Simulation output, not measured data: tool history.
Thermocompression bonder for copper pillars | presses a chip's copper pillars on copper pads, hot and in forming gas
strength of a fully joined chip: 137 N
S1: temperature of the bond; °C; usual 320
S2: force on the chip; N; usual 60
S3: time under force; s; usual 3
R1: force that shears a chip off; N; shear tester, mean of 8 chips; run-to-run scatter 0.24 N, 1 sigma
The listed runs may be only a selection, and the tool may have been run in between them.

run    hour   S1  S2  S3     R1
  1       0  320  60   3   98.8
       14.4  -- forming gas filter changed
  2    28.8  320  60   3   99.2
  3    49.2  320  60   3   98.8
  4    71.7  320  60   3   99.8
  5     102  320  46   3   91.1
  6   130.5  320  46   3   91.2
  7   156.9  320  43   3   88.9
  8   186.7  320  60   3     99
  9   217.8  320  60   3   98.7
 10   250.3  320  60   3   98.7
 11   266.8  320  60   3   98.6
 12   298.7  320  60   3   98.1
 13   317.9  320  60   3   98.5
 14   337.9  320  60   3   98.2
 15   374.3  320  60   3   98.6
 16   408.6  320  60   3   98.1
 17   426.1  320  60   3   98.2
 18   446.3  332  60   3  103.8
 19   477.8  320  60   3   98.1
      483.2  -- forming gas filter changed
 20     511  320  60   3   98.1
 21   533.1  299  60   3   87.2
 22   567.4  335  88   2  106.3
 23   592.8  304  52   3   85.8
 24   616.9  311  46   7  105.8
 25     651  301  60   5  100.4
 26   685.7  301  60   5  100.2
 27   706.9  298  46   6   95.2
 28   743.1  343  37   2   84.8
 29   767.8  303  66   2   81.8
 30   798.7  320  61   3   97.9
 31   827.4  330  60   3    102
 32   856.8  327  70   3  104.6
 33   885.8  294  53   4   87.2
 34   909.4  294  53   4   87.3
      926.7  -- gauge calibrated
      933.7  -- force cell calibrated
 35   943.1  309  60   8  115.4
      953.8  -- forming gas filter changed
 36   969.8  309  60   8  115.9
 37  1006.1  320  49   2     83
 38  1024.9  313  44   3   86.3
 39  1045.8  313  44   3   86.3

How would selected steps in R1 from run to run divide? Give the signed amount a tool lacking its hidden state would still show from settings, what came in and random variation, and the signed amount left for the hidden state, including any gauge scatter that is not in both of the compared results.
Hidden state at play: true temperature of the bond over the reading, C; force that reaches the chip, % of what is set; oxide that the forming gas leaves, % of the face; drift of the gauge itself on shear_n, %.
Run 21 -> 22: S1 299 -> 335, S2 60 -> 88, S3 3 -> 2. R1 +19.1 N: hidden state -0.4, all else +19.5.
Run 22 -> 23: S1 335 -> 304, S2 88 -> 52, S3 2 -> 3. R1 -20.5 N: hidden state +0.3, all else -20.8.
Run 23 -> 24: S1 304 -> 311, S2 52 -> 46, S3 3 -> 7. R1 +20 N: hidden state -0.4, all else +20.4.
Run 34 -> 35: S1 294 -> 309, S2 53 -> 60, S3 4 -> 8, gauge calibrated, force cell calibrated. R1 +28.1 N: hidden state +1.7, all else +26.4.
Run 36 -> 37: S1 309 -> 320, S2 60 -> 49, S3 8 -> 2. R1 -32.9 N: hidden state -0.1, all else -32.8.
